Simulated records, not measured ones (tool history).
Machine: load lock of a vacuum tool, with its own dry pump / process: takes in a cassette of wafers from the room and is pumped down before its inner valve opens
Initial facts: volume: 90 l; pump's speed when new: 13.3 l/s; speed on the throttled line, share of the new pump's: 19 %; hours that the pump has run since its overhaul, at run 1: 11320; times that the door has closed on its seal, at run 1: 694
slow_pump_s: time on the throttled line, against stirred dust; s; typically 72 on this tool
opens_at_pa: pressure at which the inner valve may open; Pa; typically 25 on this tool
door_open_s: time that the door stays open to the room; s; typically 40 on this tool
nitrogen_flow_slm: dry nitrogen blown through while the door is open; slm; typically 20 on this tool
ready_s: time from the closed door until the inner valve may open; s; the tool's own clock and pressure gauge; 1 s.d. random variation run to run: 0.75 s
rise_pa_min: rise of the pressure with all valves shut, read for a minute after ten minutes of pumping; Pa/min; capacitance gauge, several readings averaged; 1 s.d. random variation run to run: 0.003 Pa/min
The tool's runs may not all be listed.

run	hour	slow_pump_s	opens_at_pa	door_open_s	nitrogen_flow_slm	hours that the pump has run since its overhaul	times that the door has closed on its seal	incoming humidity of the room's air, %	ready_s	rise_pa_min
1	0	72	25	40	20	11320	694	47.3	114.9	0.023
2	80.7	72	25	40	20	11401	788	44.4	115.1	0.02
3	212.7	72	25	40	20	11533	941	47.8	114.7	0.022
4	294.5	72	25	40	20	11615	1037	46.8	116.5	0.015
5	356.4	72	25	40	20	11677	1109	44.9	115.3	0.017
6	429.6	72	25	40	20	11750	1194	45.2	114.9	0.024
# hour 526: dry pump taken out, an overhauled one fitted
7	534.9	72	25	40	20	9	1310	45.9	115.9	0.016
8	627	72	29	40	20	101	1417	47.4	114.1	0.028
9	685.8	72	29	40	20	160	1486	44.5	112.6	0.023
10	750.1	72	25	45	20	224	1560	45.5	114.3	0.019
11	817.4	72	25	40	12	291	1639	48.9	115.7	0.027
12	893.8	72	25	40	12	368	1728	44.2	115.2	0.024
13	962.9	72	25	40	12	437	1808	44.4	115.3	0.031
14	1062	72	25	40	12	536	1924	44.2	114.4	0.025
15	1186.7	72	25	40	27	661	2069	43.3	114.4	0.019
16	1280	72	25	46	20	754	2178	43.8	115	0.018
17	1356.7	72	25	40	20	831	2267	43.7	114.5	0.016
18	1450.5	72	25	40	20	924	2376	44.6	113.5	0.018
19	1529.9	72	19	40	20	1004	2469	48.7	117	0.024
20	1598.7	72	31	40	12	1073	2549	44.8	114.3	0.024
21	1685.2	72	31	40	12	1159	2650	44.8	113.8	0.025
22	1792.3	72	31	40	12	1266	2775	45.1	112.5	0.024
23	1904.8	43	44	40	11	1379	2906	42.6	87.3	0.028
24	2010.8	43	44	40	11	1485	3029	43.2	87.9	0.029
25	2073.1	95	44	40	13	1547	3102	39.8	131	0.024
26	2168.5	72	22	159	4	1642	3213	44.3	116.2	0.08
27	2298.2	72	22	159	4	1772	3364	42.2	115.7	0.07
28	2376.7	72	22	159	4	1851	3455	45.2	117.1	0.082
29	2468.4	68	26	166	25	1942	3562	43.6	110.9	0.041
30	2537	68	26	28	21	2011	3642	47.9	112	0.017
31	2660.5	68	26	28	21	2135	3786	46.7	111.1	0.02
32	2757.6	68	26	112	7	2232	3899	47.9	112.5	0.057
33	2888.2	68	26	112	7	2362	4051	43.8	111.7	0.055
34	2951.9	68	26	112	7	2426	4126	44.9	112.6	0.051
35	3054.6	71	25	64	30	2529	4245	46.4	113.4	0.019

Describe how what the log doesn't record of the tool's condition differs between the last listed run preceding each entry between runs and the first listed run following it.
From run 6 to run 7: dry pump taken out, an overhauled one fitted (hour 526)
  pump's speed, % of a new pump's: 99.9 -> 100

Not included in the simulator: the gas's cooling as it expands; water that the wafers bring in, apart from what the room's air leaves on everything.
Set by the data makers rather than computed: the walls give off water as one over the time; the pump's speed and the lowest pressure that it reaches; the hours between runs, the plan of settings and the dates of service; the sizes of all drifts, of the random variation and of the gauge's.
